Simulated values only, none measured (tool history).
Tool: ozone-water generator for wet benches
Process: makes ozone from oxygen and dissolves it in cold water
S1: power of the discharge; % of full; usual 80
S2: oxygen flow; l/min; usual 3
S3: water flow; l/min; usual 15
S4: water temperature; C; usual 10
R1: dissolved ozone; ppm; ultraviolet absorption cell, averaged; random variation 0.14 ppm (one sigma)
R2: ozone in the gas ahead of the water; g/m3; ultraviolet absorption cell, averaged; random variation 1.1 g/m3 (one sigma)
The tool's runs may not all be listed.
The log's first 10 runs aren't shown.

run	hour	S1	S2	S3	S4	R1	R2
11	267.4	80	3	14	10	16.3	196.5
12	294.7	80	3	14	10	16.4	200.2
13	323.7	80	3	14	10	16.1	197.9
14	357.6	80	3	15	10	15.3	199.5
15	394.7	80	3	15	10	15.1	196.8
16	413.6	80	3	15	10	15.2	200.8
17	429.3	80	3	15	10	15.3	198.6
18	449.6	96	2.27	18	17	12.1	243.2
19	476.8	96	2.27	18	17	12.3	244.1
20	496.8	54	1.75	13	8	11.1	183.7
21	518.2	54	1.75	13	6	11.3	182.7
22	554.9	80	3	9	7	24.2	200
# hour 561.5: contactor cleaned
23	576.3	80	3	15	13	14.4	199.2
24	602.8	45	3	15	13	9.8	138.7
# hour 620.2: contactor cleaned, once more
25	626.4	56	2.65	15	10	11.9	163.9
26	643	56	2.65	15	10	12	165.7
27	662.5	56	2.65	15	10	11.8	164.3
28	692.4	50	2.65	16	9	10.9	154.6
29	714.1	50	2.65	16	9	10.6	155
30	750.9	90	4.61	23	15	12.7	187.1
31	785.2	44	2	15	10	9.3	154.2
32	805.7	52	1.75	16	6	9.2	179.4
33	836.2	52	1.75	16	6	9.3	180.2
34	864.8	90	2.94	15	10	17	214.4

3 ways to go on from here, each from the tool as it stands after run 34. What would each give?
A	897.7	80	3	15	10	?	?
B	897.7	85	2.79	10	10	?	?
C	897.7	74	3	15	7	?	?

run	R1	R2
A	15.6	197
B	22.6	210.9
C	15.5	190.8
Without the tool's hidden state the same runs would have given:
run	R1	R2
A	15.8	198.6
B	22.9	212.7
C	15.7	192.2
